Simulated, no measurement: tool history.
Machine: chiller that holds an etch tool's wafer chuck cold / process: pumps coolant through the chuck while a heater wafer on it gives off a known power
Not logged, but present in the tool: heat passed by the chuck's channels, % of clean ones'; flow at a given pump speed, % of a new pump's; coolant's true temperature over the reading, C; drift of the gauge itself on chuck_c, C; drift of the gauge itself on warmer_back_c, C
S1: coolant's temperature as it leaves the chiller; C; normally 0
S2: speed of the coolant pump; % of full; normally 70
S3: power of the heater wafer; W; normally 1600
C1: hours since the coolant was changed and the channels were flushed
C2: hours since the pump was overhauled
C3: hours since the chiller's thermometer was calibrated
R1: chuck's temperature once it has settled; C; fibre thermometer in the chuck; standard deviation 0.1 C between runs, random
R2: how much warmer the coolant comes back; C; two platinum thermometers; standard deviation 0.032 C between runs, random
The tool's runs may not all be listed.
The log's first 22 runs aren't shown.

run	day	S1	S2	S3	C1	C2	C3	R1	R2
23	34.575	0	70	2364	749	1569	2014	15.8	6.26
24	35.812	6	73	1825	779	1599	2043	17.7	4.57
25	36.821	6	73	1825	803	1623	2068	17.7	4.56
26	38.262	6	73	1825	837	1658	2102	17.8	4.59
27	40.300	-3	73	2154	886	1707	2151	11.0	5.44
28	42.533	-7	95	1894	940	1760	2205	3.5	3.63
29	44.054	-7	91	1269	976	1797	2241	0.1	2.49
30	45.767	-7	91	1269	1017	1838	2282	0.2	2.54
31	47.825	-10	94	1263	1067	1887	2332	-3.1	2.48
32	49.112	-5	82	858	1098	1918	2363	0.0	1.97

Alternative continuations, all from the tool just after run 32; predict every row:
A	50.483	-8	61	1615	1131	1951	2396	?	?
B	50.483	5	61	1600	1131	1951	2396	?	?
C	50.483	7	82	1116	1131	1951	2396	?	?

run	R1	R2
A	3.5	4.97
B	16.4	4.90
C	13.7	2.50
Take away the tool's hidden state, keep each run's random variation, and the runs would have read:
run	R1	R2
A	3.2	4.78
B	16.0	4.70
C	13.5	2.40
